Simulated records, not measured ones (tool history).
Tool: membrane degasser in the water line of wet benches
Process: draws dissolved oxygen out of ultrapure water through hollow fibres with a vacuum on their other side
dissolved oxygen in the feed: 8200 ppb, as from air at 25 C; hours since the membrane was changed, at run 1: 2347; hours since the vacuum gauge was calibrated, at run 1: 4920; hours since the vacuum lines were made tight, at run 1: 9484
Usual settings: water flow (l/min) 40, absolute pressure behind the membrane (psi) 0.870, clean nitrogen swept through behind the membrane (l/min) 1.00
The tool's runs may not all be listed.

| run | hour | water flow (l/min) | absolute pressure behind the membrane (psi) | clean nitrogen swept through behind the membrane (l/min) | hours since the membrane was changed | hours since the vacuum gauge was calibrated | hours since the vacuum lines were made tight | dissolved oxygen in the water behind the degasser (ppb) | pressure that the water loses in the fibres (psi) |
|---|---|---|---|---|---|---|---|---|---|
| 1 | 0.0 | 40 | 0.870 | 1.00 | 2347 | 4920 | 9484 | 434.7 | 4.999 |
| 2 | 47.0 | 40 | 0.870 | 1.00 | 2394 | 4967 | 9531 | 433.1 | 5.014 |
| 3 | 101.6 | 40 | 0.870 | 1.00 | 2448 | 5022 | 9585 | 430.2 | 4.968 |
|  | 109.2 | vacuum gauge calibrated |
| 4 | 143.7 | 40 | 0.870 | 1.00 | 2490 | 34 | 9627 | 439.2 | 4.979 |
| 5 | 208.8 | 40 | 0.870 | 1.00 | 2555 | 100 | 9692 | 423.5 | 5.026 |
| 6 | 253.9 | 40 | 0.870 | 1.00 | 2600 | 145 | 9737 | 431.5 | 5.005 |
| 7 | 309.6 | 40 | 0.545 | 1.00 | 2656 | 200 | 9793 | 267.7 | 4.997 |
| 8 | 347.3 | 40 | 0.545 | 0.40 | 2694 | 238 | 9831 | 304.9 | 4.960 |
| 9 | 409.4 | 33 | 0.870 | 1.00 | 2756 | 300 | 9893 | 302.2 | 4.147 |
| 10 | 453.8 | 33 | 0.870 | 1.00 | 2800 | 345 | 9937 | 303.6 | 4.118 |
| 11 | 498.9 | 33 | 0.870 | 1.00 | 2845 | 390 | 9982 | 297.9 | 4.132 |
| 12 | 552.9 | 40 | 0.870 | 1.00 | 2899 | 444 | 10036 | 433.7 | 4.947 |
| 13 | 596.6 | 52 | 0.870 | 1.00 | 2943 | 487 | 10080 | 701.8 | 6.498 |
| 14 | 653.4 | 40 | 0.870 | 1.00 | 3000 | 544 | 10137 | 438.0 | 5.030 |
| 15 | 718.7 | 40 | 1.266 | 1.00 | 3065 | 609 | 10202 | 632.9 | 5.008 |
| 16 | 757.4 | 40 | 0.870 | 1.00 | 3104 | 648 | 10241 | 439.2 | 5.023 |
| 17 | 801.7 | 40 | 0.870 | 1.00 | 3148 | 692 | 10285 | 427.0 | 4.954 |
| 18 | 874.4 | 40 | 0.870 | 1.00 | 3221 | 765 | 10358 | 434.7 | 4.997 |
| 19 | 932.6 | 36 | 1.295 | 1.95 | 3279 | 823 | 10416 | 387.9 | 4.499 |
| 20 | 1012.7 | 36 | 1.295 | 1.95 | 3359 | 903 | 10496 | 391.4 | 4.493 |
| 21 | 1071.9 | 36 | 1.295 | 1.95 | 3418 | 963 | 10555 | 381.7 | 4.524 |
|  | 1135.7 | seals of the vacuum lines changed |
| 22 | 1148.9 | 55 | 1.944 | 0.95 | 3493 | 1038 | 13 | 1425.2 | 6.814 |
| 23 | 1202.9 | 40 | 2.060 | 0.42 | 3547 | 1092 | 67 | 1601.2 | 4.954 |
| 24 | 1249.3 | 36 | 0.679 | 1.00 | 3594 | 1138 | 114 | 262.1 | 4.512 |
| 25 | 1322.7 | 40 | 0.558 | 1.23 | 3667 | 1211 | 187 | 264.8 | 5.011 |
| 26 | 1379.9 | 40 | 1.011 | 0.88 | 3724 | 1269 | 244 | 535.2 | 4.956 |
| 27 | 1428.4 | 40 | 1.153 | 0.62 | 3773 | 1317 | 293 | 726.1 | 5.043 |
| 28 | 1464.0 | 40 | 1.153 | 0.62 | 3808 | 1353 | 328 | 722.1 | 5.033 |

Run 29 comes next. What will it give?
| 29 | 1543.3 | 40 | 1.153 | 0.62 | 3888 | 1432 | 408 | ? | ? |

{"run 29": {"dissolved oxygen in the water behind the degasser (ppb)": 721.9, "pressure that the water loses in the fibres (psi)": 4.989}}
Without the tool's hidden state the same run would have given dissolved oxygen in the water behind the degasser (ppb) 721.3, pressure that the water loses in the fibres (psi) 4.988.
